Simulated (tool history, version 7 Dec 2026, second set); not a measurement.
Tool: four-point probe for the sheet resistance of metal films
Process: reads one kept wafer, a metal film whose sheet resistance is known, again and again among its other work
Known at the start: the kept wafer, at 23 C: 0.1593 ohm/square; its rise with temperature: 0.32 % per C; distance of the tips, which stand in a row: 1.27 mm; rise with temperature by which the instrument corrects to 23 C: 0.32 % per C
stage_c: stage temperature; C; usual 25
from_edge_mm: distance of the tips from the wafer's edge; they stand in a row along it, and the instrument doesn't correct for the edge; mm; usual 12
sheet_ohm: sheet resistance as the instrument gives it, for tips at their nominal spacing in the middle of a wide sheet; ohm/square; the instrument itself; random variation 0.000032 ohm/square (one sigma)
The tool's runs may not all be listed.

Run 1, day 0: usual settings. Result: sheet_ohm 0.160264 ohm/square.
Run 2, day 4.954: usual settings. Result: sheet_ohm 0.160256 ohm/square.
Run 3, day 8.417: usual settings but stage_c 24 C. Result: sheet_ohm 0.160294 ohm/square.
Run 4, day 11.462: usual settings but stage_c 24 C, from_edge_mm 18 mm. Result: sheet_ohm 0.159726 ohm/square.
Run 5, day 14.704: usual settings but stage_c 24 C, from_edge_mm 18 mm. Result: sheet_ohm 0.15976 ohm/square.
Run 6, day 17.875: usual settings but stage_c 24 C, from_edge_mm 18 mm. Result: sheet_ohm 0.159746 ohm/square.
Run 7, day 20.612: usual settings but stage_c 28 C, from_edge_mm 18 mm. Result: sheet_ohm 0.159745 ohm/square.
Run 8, day 24.504: usual settings but from_edge_mm 16 mm. Result: sheet_ohm 0.159841 ohm/square.
Run 9, day 28.433: usual settings but from_edge_mm 16 mm. Result: sheet_ohm 0.159922 ohm/square.
Run 10, day 32.283: usual settings but stage_c 24 C. Result: sheet_ohm 0.16024 ohm/square.
Run 11, day 35.071: usual settings but from_edge_mm 73 mm. Result: sheet_ohm 0.159376 ohm/square.
Run 12, day 38.279: usual settings but from_edge_mm 73 mm. Result: sheet_ohm 0.159407 ohm/square.
Run 13, day 42.642: usual settings but from_edge_mm 73 mm. Result: sheet_ohm 0.159336 ohm/square.
Run 14, day 47.075: usual settings but from_edge_mm 73 mm. Result: sheet_ohm 0.15939 ohm/square.
Run 15, day 49.904: usual settings. Result: sheet_ohm 0.160224 ohm/square.
Run 16, day 54.688: usual settings. Result: sheet_ohm 0.160284 ohm/square.
Run 17, day 57.617: usual settings. Result: sheet_ohm 0.160304 ohm/square.
Run 18, day 60.121: usual settings. Result: sheet_ohm 0.160304 ohm/square.
Run 19, day 64.975: usual settings. Result: sheet_ohm 0.160262 ohm/square.
Run 20, day 69.658: usual settings but stage_c 22 C. Result: sheet_ohm 0.160272 ohm/square.
Run 21, day 74.308: usual settings but stage_c 22 C. Result: sheet_ohm 0.160293 ohm/square.
Run 22, day 79.279: usual settings but stage_c 22 C. Result: sheet_ohm 0.160302 ohm/square.
Run 23, day 82.362: usual settings but stage_c 32 C, from_edge_mm 3 mm. Result: sheet_ohm 0.173215 ohm/square.
Run 24, day 85.692: usual settings but stage_c 32 C, from_edge_mm 3 mm. Result: sheet_ohm 0.173211 ohm/square.
Run 25, day 88.083: usual settings but stage_c 28 C, from_edge_mm 45 mm. Result: sheet_ohm 0.159374 ohm/square.
Run 26, day 90.921: usual settings but stage_c 21 C, from_edge_mm 7 mm. Result: sheet_ohm 0.16209 ohm/square.
Run 27, day 93.383: usual settings but stage_c 32 C, from_edge_mm 44 mm. Result: sheet_ohm 0.159419 ohm/square.
Run 28, day 97.9: usual settings but stage_c 32 C, from_edge_mm 44 mm. Result: sheet_ohm 0.159417 ohm/square.
Run 29, day 100.267: usual settings but stage_c 29 C, from_edge_mm 30 mm. Result: sheet_ohm 0.159478 ohm/square.
Run 30, day 103.246: usual settings but stage_c 21 C, from_edge_mm 8 mm. Result: sheet_ohm 0.161455 ohm/square.
Run 31, day 107.796: usual settings but stage_c 21 C, from_edge_mm 8 mm. Result: sheet_ohm 0.161434 ohm/square.
Run 32, day 110.992: usual settings but from_edge_mm 39 mm. Result: sheet_ohm 0.15941 ohm/square.
Run 33, day 114.571: usual settings but stage_c 22 C, from_edge_mm 14 mm. Result: sheet_ohm 0.160031 ohm/square.
Run 34, day 117.746: usual settings but stage_c 30 C, from_edge_mm 61 mm. Result: sheet_ohm 0.159359 ohm/square.
Run 35, day 119.938: usual settings but stage_c 19 C, from_edge_mm 11 mm. Result: sheet_ohm 0.16043 ohm/square.
Run 36, day 122.362: usual settings but stage_c 19 C, from_edge_mm 11 mm. Result: sheet_ohm 0.160431 ohm/square.
Run 37, day 125.179: usual settings but stage_c 19 C, from_edge_mm 29 mm. Result: sheet_ohm 0.159437 ohm/square.
Run 38, day 130.062: usual settings but stage_c 19 C, from_edge_mm 29 mm. Result: sheet_ohm 0.159458 ohm/square.
Run 39, day 133.642: usual settings but stage_c 19 C, from_edge_mm 14 mm. Result: sheet_ohm 0.159994 ohm/square.
Run 40, day 136.446: usual settings but stage_c 19 C, from_edge_mm 14 mm. Result: sheet_ohm 0.160021 ohm/square.
Run 41, day 140.496: usual settings but stage_c 19 C, from_edge_mm 73 mm. Result: sheet_ohm 0.159297 ohm/square.
Run 42, day 143.042: usual settings but stage_c 19 C, from_edge_mm 73 mm. Result: sheet_ohm 0.159332 ohm/square.
Run 43, day 145.679: usual settings but stage_c 19 C, from_edge_mm 73 mm. Result: sheet_ohm 0.159308 ohm/square.
Run 44, day 148.704: usual settings but stage_c 19 C, from_edge_mm 73 mm. Result: sheet_ohm 0.159351 ohm/square.

Taken out of this log: 3 entries between the listed runs. Where each belongs, and how the hidden state differs across it:
Between runs 14 and 15: new probe head fitted (day 49.058)
  inner tips' distance over the nominal, %: 0.014 -> 0.002; tips' flats over new ones', %: 1 -> 0
Between runs 31 and 32: new probe head fitted (day 110.908)
  inner tips' distance over the nominal, %: 0.013 -> -0.002; tips' flats over new ones', %: 1 -> 0
Between runs 41 and 42: stage's thermometer calibrated (day 140.962)
  wafer's true temperature over the reading, C: -0.01 -> 0

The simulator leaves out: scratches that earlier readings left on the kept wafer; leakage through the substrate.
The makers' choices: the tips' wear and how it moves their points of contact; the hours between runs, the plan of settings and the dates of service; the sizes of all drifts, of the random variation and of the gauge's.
